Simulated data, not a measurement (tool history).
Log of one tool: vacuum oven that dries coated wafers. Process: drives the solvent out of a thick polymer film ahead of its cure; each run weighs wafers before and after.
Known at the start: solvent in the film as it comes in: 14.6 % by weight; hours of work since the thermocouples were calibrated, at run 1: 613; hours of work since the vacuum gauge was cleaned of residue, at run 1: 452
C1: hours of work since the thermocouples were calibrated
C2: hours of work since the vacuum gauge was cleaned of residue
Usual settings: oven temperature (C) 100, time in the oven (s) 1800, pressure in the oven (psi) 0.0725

run 1 hour=0.0 | oven_temperature_(C)=100 time_in_the_oven_(s)=1800 pressure_in_the_oven_(psi)=0.0725 | C1=613 C2=452 | solvent_left_in_the_film_(%)=3.32
run 2 hour=56.1 | oven_temperature_(C)=100 time_in_the_oven_(s)=1800 pressure_in_the_oven_(psi)=0.0725 | C1=635 C2=475 | solvent_left_in_the_film_(%)=3.33
run 3 hour=155.2 | oven_temperature_(C)=100 time_in_the_oven_(s)=1800 pressure_in_the_oven_(psi)=0.0725 | C1=675 C2=515 | solvent_left_in_the_film_(%)=3.32
run 4 hour=263.7 | oven_temperature_(C)=100 time_in_the_oven_(s)=1800 pressure_in_the_oven_(psi)=0.0725 | C1=719 C2=558 | solvent_left_in_the_film_(%)=3.41
run 5 hour=373.4 | oven_temperature_(C)=100 time_in_the_oven_(s)=1800 pressure_in_the_oven_(psi)=0.0725 | C1=763 C2=602 | solvent_left_in_the_film_(%)=3.34
run 6 hour=491.6 | oven_temperature_(C)=100 time_in_the_oven_(s)=1800 pressure_in_the_oven_(psi)=0.0725 | C1=810 C2=650 | solvent_left_in_the_film_(%)=3.36
run 7 hour=612.3 | oven_temperature_(C)=100 time_in_the_oven_(s)=1440 pressure_in_the_oven_(psi)=0.0725 | C1=859 C2=698 | solvent_left_in_the_film_(%)=4.44
run 8 hour=670.7 | oven_temperature_(C)=100 time_in_the_oven_(s)=1440 pressure_in_the_oven_(psi)=0.0725 | C1=882 C2=722 | solvent_left_in_the_film_(%)=4.40
run 9 hour=748.5 | oven_temperature_(C)=100 time_in_the_oven_(s)=1440 pressure_in_the_oven_(psi)=0.0725 | C1=914 C2=753 | solvent_left_in_the_film_(%)=4.39
run 10 hour=857.1 | oven_temperature_(C)=100 time_in_the_oven_(s)=1800 pressure_in_the_oven_(psi)=0.0561 | C1=957 C2=797 | solvent_left_in_the_film_(%)=3.33
run 11 hour=978.3 | oven_temperature_(C)=100 time_in_the_oven_(s)=1800 pressure_in_the_oven_(psi)=0.0561 | C1=1006 C2=846 | solvent_left_in_the_film_(%)=3.33
run 12 hour=1075.6 | oven_temperature_(C)=100 time_in_the_oven_(s)=1800 pressure_in_the_oven_(psi)=0.0725 | C1=1045 C2=885 | solvent_left_in_the_film_(%)=3.28
run 13 hour=1198.0 | oven_temperature_(C)=103 time_in_the_oven_(s)=1800 pressure_in_the_oven_(psi)=0.0725 | C1=1094 C2=934 | solvent_left_in_the_film_(%)=2.66
run 14 hour=1287.9 | oven_temperature_(C)=103 time_in_the_oven_(s)=1800 pressure_in_the_oven_(psi)=0.0725 | C1=1130 C2=970 | solvent_left_in_the_film_(%)=2.59
run 15 hour=1348.4 | oven_temperature_(C)=100 time_in_the_oven_(s)=960 pressure_in_the_oven_(psi)=0.0725 | C1=1155 C2=994 | solvent_left_in_the_film_(%)=6.05
run 16 hour=1451.5 | oven_temperature_(C)=100 time_in_the_oven_(s)=960 pressure_in_the_oven_(psi)=0.0725 | C1=1196 C2=1036 | solvent_left_in_the_film_(%)=6.08
run 17 hour=1573.8 | oven_temperature_(C)=100 time_in_the_oven_(s)=1980 pressure_in_the_oven_(psi)=0.0725 | C1=1245 C2=1085 | solvent_left_in_the_film_(%)=2.98
run 18 hour=1661.0 | oven_temperature_(C)=100 time_in_the_oven_(s)=1980 pressure_in_the_oven_(psi)=0.0725 | C1=1280 C2=1120 | solvent_left_in_the_film_(%)=2.97
run 19 hour=1712.3 | oven_temperature_(C)=100 time_in_the_oven_(s)=1980 pressure_in_the_oven_(psi)=0.0725 | C1=1301 C2=1141 | solvent_left_in_the_film_(%)=3.06
run 20 hour=1769.9 | oven_temperature_(C)=100 time_in_the_oven_(s)=1980 pressure_in_the_oven_(psi)=0.0725 | C1=1324 C2=1164 | solvent_left_in_the_film_(%)=3.00
-- hour=1830.6 oven's thermocouples calibrated
run 21 hour=1863.5 | oven_temperature_(C)=100 time_in_the_oven_(s)=1980 pressure_in_the_oven_(psi)=0.0725 | C1=13 C2=1201 | solvent_left_in_the_film_(%)=3.01
run 22 hour=1928.4 | oven_temperature_(C)=100 time_in_the_oven_(s)=1800 pressure_in_the_oven_(psi)=0.0725 | C1=39 C2=1227 | solvent_left_in_the_film_(%)=3.36
run 23 hour=2034.9 | oven_temperature_(C)=100 time_in_the_oven_(s)=1800 pressure_in_the_oven_(psi)=0.0725 | C1=82 C2=1270 | solvent_left_in_the_film_(%)=3.44
run 24 hour=2102.4 | oven_temperature_(C)=114 time_in_the_oven_(s)=3060 pressure_in_the_oven_(psi)=0.0383 | C1=109 C2=1297 | solvent_left_in_the_film_(%)=0.08
run 25 hour=2205.5 | oven_temperature_(C)=114 time_in_the_oven_(s)=3060 pressure_in_the_oven_(psi)=0.0383 | C1=151 C2=1338 | solvent_left_in_the_film_(%)=0.12
run 26 hour=2286.1 | oven_temperature_(C)=114 time_in_the_oven_(s)=1740 pressure_in_the_oven_(psi)=0.2851 | C1=183 C2=1371 | solvent_left_in_the_film_(%)=1.00
run 27 hour=2345.6 | oven_temperature_(C)=98 time_in_the_oven_(s)=960 pressure_in_the_oven_(psi)=0.1220 | C1=207 C2=1394 | solvent_left_in_the_film_(%)=6.70
run 28 hour=2417.6 | oven_temperature_(C)=98 time_in_the_oven_(s)=960 pressure_in_the_oven_(psi)=0.1220 | C1=236 C2=1423 | solvent_left_in_the_film_(%)=6.66
-- hour=2495.7 vacuum gauge cleaned of residue and calibrated
run 29 hour=2495.7 | oven_temperature_(C)=105 time_in_the_oven_(s)=1440 pressure_in_the_oven_(psi)=0.0725 | C1=267 C2=0 | solvent_left_in_the_film_(%)=2.96
run 30 hour=2597.2 | oven_temperature_(C)=105 time_in_the_oven_(s)=1440 pressure_in_the_oven_(psi)=0.2212 | C1=308 C2=41 | solvent_left_in_the_film_(%)=3.21
run 31 hour=2706.7 | oven_temperature_(C)=110 time_in_the_oven_(s)=1440 pressure_in_the_oven_(psi)=0.1812 | C1=352 C2=85 | solvent_left_in_the_film_(%)=1.82
run 32 hour=2811.0 | oven_temperature_(C)=97 time_in_the_oven_(s)=1200 pressure_in_the_oven_(psi)=0.1179 | C1=394 C2=127 | solvent_left_in_the_film_(%)=6.12
run 33 hour=2905.5 | oven_temperature_(C)=100 time_in_the_oven_(s)=2880 pressure_in_the_oven_(psi)=0.0950 | C1=432 C2=165 | solvent_left_in_the_film_(%)=1.63
run 34 hour=3013.2 | oven_temperature_(C)=100 time_in_the_oven_(s)=2880 pressure_in_the_oven_(psi)=0.0950 | C1=475 C2=208 | solvent_left_in_the_film_(%)=1.79
run 35 hour=3106.8 | oven_temperature_(C)=100 time_in_the_oven_(s)=2880 pressure_in_the_oven_(psi)=0.0950 | C1=512 C2=246 | solvent_left_in_the_film_(%)=1.60
run 36 hour=3208.6 | oven_temperature_(C)=92 time_in_the_oven_(s)=2880 pressure_in_the_oven_(psi)=0.1458 | C1=553 C2=287 | solvent_left_in_the_film_(%)=3.98
run 37 hour=3269.6 | oven_temperature_(C)=92 time_in_the_oven_(s)=2880 pressure_in_the_oven_(psi)=0.1458 | C1=578 C2=311 | solvent_left_in_the_film_(%)=3.96
run 38 hour=3358.1 | oven_temperature_(C)=104 time_in_the_oven_(s)=1680 pressure_in_the_oven_(psi)=0.2548 | C1=613 C2=347 | solvent_left_in_the_film_(%)=2.97
run 39 hour=3456.1 | oven_temperature_(C)=104 time_in_the_oven_(s)=1680 pressure_in_the_oven_(psi)=0.2548 | C1=653 C2=386 | solvent_left_in_the_film_(%)=2.90
run 40 hour=3532.9 | oven_temperature_(C)=98 time_in_the_oven_(s)=1680 pressure_in_the_oven_(psi)=0.2548 | C1=684 C2=417 | solvent_left_in_the_film_(%)=4.51
run 41 hour=3625.7 | oven_temperature_(C)=85 time_in_the_oven_(s)=3120 pressure_in_the_oven_(psi)=0.0425 | C1=721 C2=454 | solvent_left_in_the_film_(%)=5.50
run 42 hour=3703.8 | oven_temperature_(C)=95 time_in_the_oven_(s)=1500 pressure_in_the_oven_(psi)=0.2538 | C1=752 C2=486 | solvent_left_in_the_film_(%)=5.96
run 43 hour=3821.0 | oven_temperature_(C)=95 time_in_the_oven_(s)=1320 pressure_in_the_oven_(psi)=0.0857 | C1=800 C2=533 | solvent_left_in_the_film_(%)=6.29
run 44 hour=3934.3 | oven_temperature_(C)=100 time_in_the_oven_(s)=1320 pressure_in_the_oven_(psi)=0.0725 | C1=845 C2=578 | solvent_left_in_the_film_(%)=4.71
run 45 hour=4024.8 | oven_temperature_(C)=100 time_in_the_oven_(s)=1320 pressure_in_the_oven_(psi)=0.0725 | C1=881 C2=615 | solvent_left_in_the_film_(%)=4.72
run 46 hour=4104.7 | oven_temperature_(C)=100 time_in_the_oven_(s)=1320 pressure_in_the_oven_(psi)=0.0725 | C1=914 C2=647 | solvent_left_in_the_film_(%)=4.84

Hidden state at the last listed run before each entry between runs and at the first one after, where it differs:
Between runs 20 and 21: oven's thermocouples calibrated (hour 1830.6)
  true wafer temperature over the reading, C: -0.06 -> -0.01; true pressure over the reading, kPa: 0.022 -> 0.023
Between runs 28 and 29: vacuum gauge cleaned of residue and calibrated (hour 2495.7)
  true pressure over the reading, kPa: 0.027 -> 0

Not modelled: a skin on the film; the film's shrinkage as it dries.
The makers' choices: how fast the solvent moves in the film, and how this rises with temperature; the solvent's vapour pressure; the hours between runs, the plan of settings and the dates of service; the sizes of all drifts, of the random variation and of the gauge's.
